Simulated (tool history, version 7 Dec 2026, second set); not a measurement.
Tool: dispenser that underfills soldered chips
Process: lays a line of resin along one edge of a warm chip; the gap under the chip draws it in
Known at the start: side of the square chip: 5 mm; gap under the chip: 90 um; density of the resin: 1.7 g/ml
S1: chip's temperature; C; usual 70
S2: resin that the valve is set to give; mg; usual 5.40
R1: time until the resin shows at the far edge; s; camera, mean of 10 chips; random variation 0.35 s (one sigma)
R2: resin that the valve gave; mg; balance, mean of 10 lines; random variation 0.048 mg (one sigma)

run	hour	S1	S2	R1	R2
1	0.0	70	5.40	18.6	5.22
2	3.4	70	5.40	21.1	5.24
# hour 5.3: new syringe of resin
3	7.1	66	5.40	22.0	5.21
4	9.4	66	5.40	22.0	5.22
5	11.9	66	5.40	24.1	5.13
# hour 13.8: new syringe of resin
6	15.3	66	5.40	21.5	5.12
7	19.4	62	5.09	28.1	4.89
# hour 22.4: new syringe of resin
8	24.1	58	6.40	28.8	6.12
9	27.1	83	5.84	12.3	5.54
# hour 30.9: new syringe of resin
10	32.3	74	5.81	16.6	5.46
11	37.0	64	5.50	26.7	5.21
# hour 39.6: new syringe of resin
12	40.4	72	5.68	17.1	5.37

The same runs without the tool's hidden state, with the same run-to-run variation:
The hidden state here: resin's viscosity, % of fresh resin's; dose that the valve gives, % of what is set; true chip temperature over the reading, C; drift of the gauge itself on fill_s, %; drift of the gauge itself on given_mg, %.
run	R1	R2
1	16.9	5.42
2	17.6	5.45
3	20.4	5.42
4	19.2	5.44
5	19.7	5.35
6	20.0	5.35
7	23.6	5.11
8	26.6	6.42
9	10.5	5.82
10	15.2	5.75
11	21.6	5.50
12	16.1	5.67
